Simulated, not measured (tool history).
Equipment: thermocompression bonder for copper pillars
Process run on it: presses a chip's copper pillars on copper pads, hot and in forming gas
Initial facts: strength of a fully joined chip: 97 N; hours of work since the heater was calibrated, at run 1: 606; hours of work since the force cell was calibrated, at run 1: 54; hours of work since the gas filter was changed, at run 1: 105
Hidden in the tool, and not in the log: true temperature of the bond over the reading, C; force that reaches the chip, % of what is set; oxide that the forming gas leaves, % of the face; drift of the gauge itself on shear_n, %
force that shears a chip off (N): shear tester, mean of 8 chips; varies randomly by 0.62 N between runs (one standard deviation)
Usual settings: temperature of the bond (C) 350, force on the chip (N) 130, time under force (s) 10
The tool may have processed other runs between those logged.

run,hour,temperature of the bond (C),force on the chip (N),time under force (s),hours of work since the heater was calibrated,hours of work since the force cell was calibrated,hours of work since the gas filter was changed,force that shears a chip off (N)
1,0.0,350,130,10,606,54,105,35.0
2,6.9,350,130,10,609,57,108,35.4
3,16.9,350,98,10,613,61,112,26.0
4,28.1,350,98,10,617,66,117,27.4
5,37.6,350,130,10,621,70,121,33.8
6,49.8,360,130,10,626,75,126,36.9
7,58.6,360,130,10,630,78,129,37.2
8,68.1,328,130,10,634,82,133,28.5
9,74.6,350,182,10,637,85,136,46.3
10,84.8,350,182,10,641,89,140,45.6
# hour 87.5: force cell calibrated
11,97.0,350,182,10,645,4,144,44.6
12,108.9,350,182,10,650,9,149,45.7
13,119.5,338,173,10,654,13,154,39.1
14,135.0,353,100,8,661,19,160,24.8
15,141.7,353,118,14,663,22,163,36.7
16,153.2,353,118,14,668,27,167,35.7
17,163.4,353,118,14,672,31,172,35.7
# hour 168.5: force cell calibrated, once more
18,176.5,353,182,26,677,3,176,61.7
19,190.8,343,145,16,683,9,182,42.1
20,197.5,362,130,22,686,12,185,49.1
21,205.7,362,130,22,689,15,188,48.5

Entry by entry between the runs, the difference in hidden state between the last listed run before and the first listed run after:
After run 10, before run 11: force cell calibrated (hour 87.5)
  force that reaches the chip, % of what is set: 99.3 -> 99; oxide that the forming gas leaves, % of the face: 3.86 -> 3.97
  what was measured, less what the result would be without the hidden state, force that shears a chip off (N): -3.4 -> -3.4
After run 17, before run 18: force cell calibrated, once more (hour 168.5)
  force that reaches the chip, % of what is set: 98.9 -> 99.6; oxide that the forming gas leaves, % of the face: 4.58 -> 4.69
  what was measured, less what the result would be without the hidden state, force that shears a chip off (N): -3.3 -> -4.4
